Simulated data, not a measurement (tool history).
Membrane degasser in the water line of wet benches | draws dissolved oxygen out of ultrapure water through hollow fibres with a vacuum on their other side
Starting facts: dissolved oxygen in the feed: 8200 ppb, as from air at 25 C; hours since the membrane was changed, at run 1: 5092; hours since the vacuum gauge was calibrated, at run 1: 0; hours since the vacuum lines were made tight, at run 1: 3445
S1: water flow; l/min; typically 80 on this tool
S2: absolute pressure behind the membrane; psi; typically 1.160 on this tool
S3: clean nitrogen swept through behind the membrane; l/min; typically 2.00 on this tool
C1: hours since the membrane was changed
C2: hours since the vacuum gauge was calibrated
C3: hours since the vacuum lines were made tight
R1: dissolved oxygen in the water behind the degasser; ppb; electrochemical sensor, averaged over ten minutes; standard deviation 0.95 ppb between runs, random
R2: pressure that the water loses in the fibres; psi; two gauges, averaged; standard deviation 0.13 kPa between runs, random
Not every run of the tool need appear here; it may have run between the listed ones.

{"run": 1, "hour": 0.0, "S1": 80, "S2": 1.16, "S3": 2.0, "C1": 5092, "C2": 0, "C3": 3445, "R1": 376.8, "R2": 5.858}
{"run": 2, "hour": 118.2, "S1": 83, "S2": 1.16, "S3": 2.0, "C1": 5210, "C2": 118, "C3": 3563, "R1": 388.5, "R2": 6.058}
{"run": 3, "hour": 266.0, "S1": 65, "S2": 1.16, "S3": 2.0, "C1": 5358, "C2": 266, "C3": 3711, "R1": 319.0, "R2": 4.708}
{"run": 4, "hour": 365.2, "S1": 80, "S2": 1.16, "S3": 2.0, "C1": 5457, "C2": 365, "C3": 3810, "R1": 376.5, "R2": 5.822}
{"run": 5, "hour": 443.1, "S1": 55, "S2": 1.16, "S3": 2.0, "C1": 5535, "C2": 443, "C3": 3888, "R1": 276.7, "R2": 4.035}
{"run": 6, "hour": 532.7, "S1": 55, "S2": 1.16, "S3": 2.0, "C1": 5625, "C2": 533, "C3": 3978, "R1": 276.9, "R2": 4.019}
{"run": 7, "hour": 673.1, "S1": 80, "S2": 1.16, "S3": 1.21, "C1": 5765, "C2": 673, "C3": 4118, "R1": 545.3, "R2": 5.854}
{"run": 8, "hour": 777.4, "S1": 80, "S2": 1.16, "S3": 1.21, "C1": 5870, "C2": 777, "C3": 4222, "R1": 548.2, "R2": 5.826}
{"run": 9, "hour": 887.7, "S1": 80, "S2": 1.16, "S3": 4.52, "C1": 5980, "C2": 888, "C3": 4333, "R1": 196.6, "R2": 5.838}
{"run": 10, "hour": 1002.4, "S1": 80, "S2": 1.16, "S3": 2.0, "C1": 6095, "C2": 1002, "C3": 4447, "R1": 382.6, "R2": 5.813}
{"run": 11, "hour": 1111.7, "S1": 80, "S2": 1.16, "S3": 2.0, "C1": 6204, "C2": 1112, "C3": 4557, "R1": 381.0, "R2": 5.816}
{"run": 12, "hour": 1200.1, "S1": 80, "S2": 2.367, "S3": 2.0, "C1": 6292, "C2": 1200, "C3": 4645, "R1": 961.0, "R2": 5.841}
{"run": 13, "hour": 1314.4, "S1": 80, "S2": 2.367, "S3": 2.0, "C1": 6407, "C2": 1314, "C3": 4759, "R1": 964.0, "R2": 5.851}
{"run": 14, "hour": 1447.1, "S1": 80, "S2": 2.395, "S3": 2.0, "C1": 6539, "C2": 1447, "C3": 4892, "R1": 977.5, "R2": 5.862}
{"run": 15, "hour": 1609.0, "S1": 80, "S2": 2.395, "S3": 3.48, "C1": 6701, "C2": 1609, "C3": 5054, "R1": 634.8, "R2": 5.891}
{"run": 16, "hour": 1757.6, "S1": 80, "S2": 2.395, "S3": 3.48, "C1": 6850, "C2": 1758, "C3": 5203, "R1": 637.4, "R2": 5.878}
{"run": 17, "hour": 1887.3, "S1": 80, "S2": 2.395, "S3": 3.48, "C1": 6979, "C2": 1887, "C3": 5332, "R1": 638.0, "R2": 5.867}
{"run": 18, "hour": 1957.7, "S1": 80, "S2": 2.395, "S3": 3.48, "C1": 7050, "C2": 1958, "C3": 5403, "R1": 637.0, "R2": 5.889}
{"run": 19, "hour": 2079.6, "S1": 80, "S2": 0.957, "S3": 3.48, "C1": 7172, "C2": 2080, "C3": 5525, "R1": 179.4, "R2": 5.873}
{"run": 20, "hour": 2177.3, "S1": 80, "S2": 0.957, "S3": 3.48, "C1": 7269, "C2": 2177, "C3": 5622, "R1": 179.9, "R2": 5.874}
{"run": 21, "hour": 2314.8, "S1": 80, "S2": 0.962, "S3": 2.0, "C1": 7407, "C2": 2315, "C3": 5760, "R1": 282.8, "R2": 5.894}
{"run": 22, "hour": 2452.1, "S1": 80, "S2": 0.962, "S3": 2.51, "C1": 7544, "C2": 2452, "C3": 5897, "R1": 237.8, "R2": 5.865}
{"run": 23, "hour": 2612.1, "S1": 80, "S2": 0.962, "S3": 2.51, "C1": 7704, "C2": 2612, "C3": 6057, "R1": 237.6, "R2": 5.884}
{"run": 24, "hour": 2743.3, "S1": 59, "S2": 2.782, "S3": 2.51, "C1": 7836, "C2": 2743, "C3": 6188, "R1": 763.3, "R2": 4.337}
{"run": 25, "hour": 2813.3, "S1": 59, "S2": 2.782, "S3": 2.51, "C1": 7906, "C2": 2813, "C3": 6258, "R1": 763.7, "R2": 4.353}
{"run": 26, "hour": 2966.5, "S1": 59, "S2": 2.782, "S3": 2.51, "C1": 8059, "C2": 2966, "C3": 6412, "R1": 763.2, "R2": 4.344}
{"run": 27, "hour": 3055.5, "S1": 95, "S2": 1.191, "S3": 2.67, "C1": 8148, "C2": 3055, "C3": 6501, "R1": 377.9, "R2": 6.988}
{"run": 28, "hour": 3159.1, "S1": 80, "S2": 2.593, "S3": 1.03, "C1": 8251, "C2": 3159, "C3": 6604, "R1": 1661.8, "R2": 5.886}
{"run": 29, "hour": 3225.8, "S1": 58, "S2": 1.626, "S3": 3.19, "C1": 8318, "C2": 3226, "C3": 6671, "R1": 323.9, "R2": 4.263}
{"run": 30, "hour": 3383.0, "S1": 58, "S2": 0.962, "S3": 3.19, "C1": 8475, "C2": 3383, "C3": 6828, "R1": 145.3, "R2": 4.284}
{"run": 31, "hour": 3452.4, "S1": 80, "S2": 1.115, "S3": 2.0, "C1": 8545, "C2": 3452, "C3": 6897, "R1": 364.5, "R2": 5.919}
{"run": 32, "hour": 3588.3, "S1": 80, "S2": 1.115, "S3": 2.0, "C1": 8681, "C2": 3588, "C3": 7033, "R1": 366.4, "R2": 5.868}

Forecast each of these 4 alternatives for the next run:
{"run": "A", "hour": 3663.9, "S1": 54, "S2": 2.799, "S3": 2.0, "C1": 8756, "C2": 3664, "C3": 7109, "R1": "?", "R2": "?"}
{"run": "B", "hour": 3663.9, "S1": 80, "S2": 1.16, "S3": 2.72, "C1": 8756, "C2": 3664, "C3": 7109, "R1": "?", "R2": "?"}
{"run": "C", "hour": 3663.9, "S1": 92, "S2": 0.76, "S3": 2.0, "C1": 8756, "C2": 3664, "C3": 7109, "R1": "?", "R2": "?"}
{"run": "D", "hour": 3663.9, "S1": 80, "S2": 1.115, "S3": 2.19, "C1": 8756, "C2": 3664, "C3": 7109, "R1": "?", "R2": "?"}

run=A R1=856.7 R2=4.007
run=B R1=305.1 R2=5.923
run=C R1=206.7 R2=6.785
run=D R1=343.5 R2=5.916
Without the tool's hidden state the same runs would have given:
run=A R1=848.2 R2=3.887
run=B R1=295.0 R2=5.745
run=C R1=191.7 R2=6.580
run=D R1=331.7 R2=5.738
